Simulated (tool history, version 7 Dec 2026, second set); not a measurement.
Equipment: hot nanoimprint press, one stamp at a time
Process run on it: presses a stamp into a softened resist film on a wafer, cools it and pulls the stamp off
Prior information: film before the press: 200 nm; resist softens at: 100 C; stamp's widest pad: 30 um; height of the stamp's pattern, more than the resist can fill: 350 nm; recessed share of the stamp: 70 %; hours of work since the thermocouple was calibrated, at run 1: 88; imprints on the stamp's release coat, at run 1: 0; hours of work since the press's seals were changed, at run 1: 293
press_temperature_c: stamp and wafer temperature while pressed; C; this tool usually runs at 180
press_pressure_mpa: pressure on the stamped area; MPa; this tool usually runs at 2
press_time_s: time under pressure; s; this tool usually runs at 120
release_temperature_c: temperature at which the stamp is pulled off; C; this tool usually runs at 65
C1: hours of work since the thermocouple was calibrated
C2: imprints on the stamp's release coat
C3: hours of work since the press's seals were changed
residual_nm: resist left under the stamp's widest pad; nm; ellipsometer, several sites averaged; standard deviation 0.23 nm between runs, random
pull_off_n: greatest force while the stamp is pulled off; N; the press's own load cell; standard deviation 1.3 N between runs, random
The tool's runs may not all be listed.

{"run": 1, "hour": 0.0, "press_temperature_c": 180, "press_pressure_mpa": 2, "press_time_s": 120, "release_temperature_c": 65, "C1": 88, "C2": 0, "C3": 293, "residual_nm": 117.1, "pull_off_n": 209}
{"run": 2, "hour": 69.0, "press_temperature_c": 180, "press_pressure_mpa": 2, "press_time_s": 120, "release_temperature_c": 65, "C1": 141, "C2": 275, "C3": 346, "residual_nm": 116.2, "pull_off_n": 218}
{"run": 3, "hour": 117.7, "press_temperature_c": 180, "press_pressure_mpa": 2, "press_time_s": 120, "release_temperature_c": 65, "C1": 179, "C2": 468, "C3": 383, "residual_nm": 116, "pull_off_n": 223}
{"hour": 163.3, "done": "stamp cleaned and given a new release coat"}
{"run": 4, "hour": 163.3, "press_temperature_c": 180, "press_pressure_mpa": 2, "press_time_s": 120, "release_temperature_c": 65, "C1": 209, "C2": 0, "C3": 414, "residual_nm": 115.6, "pull_off_n": 207}
{"run": 5, "hour": 214.6, "press_temperature_c": 180, "press_pressure_mpa": 2, "press_time_s": 120, "release_temperature_c": 65, "C1": 248, "C2": 204, "C3": 453, "residual_nm": 115.7, "pull_off_n": 217}
{"run": 6, "hour": 250.5, "press_temperature_c": 180, "press_pressure_mpa": 2, "press_time_s": 120, "release_temperature_c": 65, "C1": 276, "C2": 347, "C3": 481, "residual_nm": 115.5, "pull_off_n": 220}
{"hour": 323.4, "done": "stamp cleaned and given a new release coat"}
{"run": 7, "hour": 323.4, "press_temperature_c": 182, "press_pressure_mpa": 2, "press_time_s": 120, "release_temperature_c": 65, "C1": 327, "C2": 0, "C3": 532, "residual_nm": 107.9, "pull_off_n": 206}
{"hour": 372.4, "done": "plate thermocouple calibrated"}
{"run": 8, "hour": 406.2, "press_temperature_c": 180, "press_pressure_mpa": 2, "press_time_s": 120, "release_temperature_c": 65, "C1": 26, "C2": 317, "C3": 593, "residual_nm": 117.3, "pull_off_n": 222}
{"run": 9, "hour": 469.4, "press_temperature_c": 180, "press_pressure_mpa": 2, "press_time_s": 120, "release_temperature_c": 65, "C1": 75, "C2": 568, "C3": 642, "residual_nm": 116.9, "pull_off_n": 226}
{"hour": 490.1, "done": "stamp cleaned and given a new release coat"}
{"run": 10, "hour": 519.9, "press_temperature_c": 180, "press_pressure_mpa": 2, "press_time_s": 120, "release_temperature_c": 65, "C1": 109, "C2": 118, "C3": 676, "residual_nm": 116.6, "pull_off_n": 209}
{"run": 11, "hour": 583.5, "press_temperature_c": 180, "press_pressure_mpa": 2, "press_time_s": 120, "release_temperature_c": 65, "C1": 158, "C2": 371, "C3": 725, "residual_nm": 115.8, "pull_off_n": 220}
{"run": 12, "hour": 625.7, "press_temperature_c": 180, "press_pressure_mpa": 2, "press_time_s": 120, "release_temperature_c": 65, "C1": 190, "C2": 538, "C3": 757, "residual_nm": 115.5, "pull_off_n": 224}
{"hour": 650.7, "done": "stamp cleaned and given a new release coat"}
{"run": 13, "hour": 717.1, "press_temperature_c": 180, "press_pressure_mpa": 2, "press_time_s": 120, "release_temperature_c": 68, "C1": 256, "C2": 264, "C3": 823, "residual_nm": 115, "pull_off_n": 201}
{"run": 14, "hour": 790.5, "press_temperature_c": 184, "press_pressure_mpa": 1.88, "press_time_s": 226, "release_temperature_c": 70, "C1": 312, "C2": 555, "C3": 879, "residual_nm": 80.8, "pull_off_n": 202}
{"hour": 809.3, "done": "stamp cleaned and given a new release coat"}
{"hour": 863.1, "done": "plate thermocouple calibrated"}
{"run": 15, "hour": 863.1, "press_temperature_c": 180, "press_pressure_mpa": 2.21, "press_time_s": 120, "release_temperature_c": 68, "C1": 0, "C2": 202, "C3": 928, "residual_nm": 116.8, "pull_off_n": 206}
{"run": 16, "hour": 930.9, "press_temperature_c": 180, "press_pressure_mpa": 2.21, "press_time_s": 120, "release_temperature_c": 68, "C1": 52, "C2": 471, "C3": 981, "residual_nm": 116.6, "pull_off_n": 214}
{"hour": 973.0, "done": "stamp cleaned and given a new release coat"}
{"run": 17, "hour": 987.7, "press_temperature_c": 179, "press_pressure_mpa": 2.27, "press_time_s": 85, "release_temperature_c": 71, "C1": 91, "C2": 58, "C3": 1020, "residual_nm": 131.6, "pull_off_n": 190}
{"run": 18, "hour": 1027.9, "press_temperature_c": 180, "press_pressure_mpa": 2, "press_time_s": 120, "release_temperature_c": 68, "C1": 122, "C2": 218, "C3": 1050, "residual_nm": 119.3, "pull_off_n": 206}
{"hour": 1052.7, "done": "press's hydraulic seals changed and the load cell set to zero"}
{"run": 19, "hour": 1082.2, "press_temperature_c": 175, "press_pressure_mpa": 2, "press_time_s": 120, "release_temperature_c": 53, "C1": 158, "C2": 402, "C3": 23, "residual_nm": 135, "pull_off_n": 273}
{"hour": 1140.5, "done": "stamp cleaned and given a new release coat"}
{"run": 20, "hour": 1148.0, "press_temperature_c": 175, "press_pressure_mpa": 2, "press_time_s": 120, "release_temperature_c": 53, "C1": 204, "C2": 30, "C3": 69, "residual_nm": 134.8, "pull_off_n": 256}
{"run": 21, "hour": 1184.8, "press_temperature_c": 172, "press_pressure_mpa": 1.35, "press_time_s": 120, "release_temperature_c": 65, "C1": 232, "C2": 176, "C3": 97, "residual_nm": 158.9, "pull_off_n": 213}
{"run": 22, "hour": 1257.2, "press_temperature_c": 175, "press_pressure_mpa": 2, "press_time_s": 120, "release_temperature_c": 65, "C1": 287, "C2": 464, "C3": 153, "residual_nm": 133.7, "pull_off_n": 225}
{"hour": 1299.2, "done": "stamp cleaned and given a new release coat"}
{"run": 23, "hour": 1319.5, "press_temperature_c": 191, "press_pressure_mpa": 2, "press_time_s": 120, "release_temperature_c": 63, "C1": 331, "C2": 80, "C3": 196, "residual_nm": 80.3, "pull_off_n": 220}
{"hour": 1363.0, "done": "plate thermocouple calibrated"}
{"run": 24, "hour": 1363.0, "press_temperature_c": 182, "press_pressure_mpa": 2.12, "press_time_s": 180, "release_temperature_c": 63, "C1": 0, "C2": 241, "C3": 227, "residual_nm": 94.2, "pull_off_n": 228}
{"run": 25, "hour": 1430.3, "press_temperature_c": 180, "press_pressure_mpa": 2.15, "press_time_s": 69, "release_temperature_c": 65, "C1": 52, "C2": 509, "C3": 279, "residual_nm": 135.7, "pull_off_n": 228}
{"hour": 1463.7, "done": "stamp cleaned and given a new release coat"}
{"run": 26, "hour": 1521.0, "press_temperature_c": 180, "press_pressure_mpa": 1.96, "press_time_s": 101, "release_temperature_c": 65, "C1": 117, "C2": 228, "C3": 344, "residual_nm": 125.1, "pull_off_n": 217}

Here are 5 independent what-if runs from the current tool condition. What would each one return?
{"run": "A", "hour": 1560.4, "press_temperature_c": 180, "press_pressure_mpa": 2.58, "press_time_s": 175, "release_temperature_c": 67, "C1": 147, "C2": 384, "C3": 374, "residual_nm": "?", "pull_off_n": "?"}
{"run": "B", "hour": 1560.4, "press_temperature_c": 180, "press_pressure_mpa": 1.96, "press_time_s": 101, "release_temperature_c": 63, "C1": 147, "C2": 384, "C3": 374, "residual_nm": "?", "pull_off_n": "?"}
{"run": "C", "hour": 1560.4, "press_temperature_c": 180, "press_pressure_mpa": 2, "press_time_s": 71, "release_temperature_c": 65, "C1": 147, "C2": 384, "C3": 374, "residual_nm": "?", "pull_off_n": "?"}
{"run": "D", "hour": 1560.4, "press_temperature_c": 170, "press_pressure_mpa": 2, "press_time_s": 134, "release_temperature_c": 65, "C1": 147, "C2": 384, "C3": 374, "residual_nm": "?", "pull_off_n": "?"}
{"run": "E", "hour": 1560.4, "press_temperature_c": 180, "press_pressure_mpa": 2, "press_time_s": 192, "release_temperature_c": 65, "C1": 147, "C2": 384, "C3": 374, "residual_nm": "?", "pull_off_n": "?"}

run=A residual_nm=93.4 pull_off_n=214
run=B residual_nm=124.6 pull_off_n=233
run=C residual_nm=136.4 pull_off_n=220
run=D residual_nm=149.9 pull_off_n=222
run=E residual_nm=99.8 pull_off_n=222
Without the tool's unlogged condition, the same runs would have read:
run=A residual_nm=92.6 pull_off_n=203
run=B residual_nm=124.2 pull_off_n=221
run=C residual_nm=136 pull_off_n=208
run=D residual_nm=149.6 pull_off_n=211
run=E residual_nm=99.4 pull_off_n=211

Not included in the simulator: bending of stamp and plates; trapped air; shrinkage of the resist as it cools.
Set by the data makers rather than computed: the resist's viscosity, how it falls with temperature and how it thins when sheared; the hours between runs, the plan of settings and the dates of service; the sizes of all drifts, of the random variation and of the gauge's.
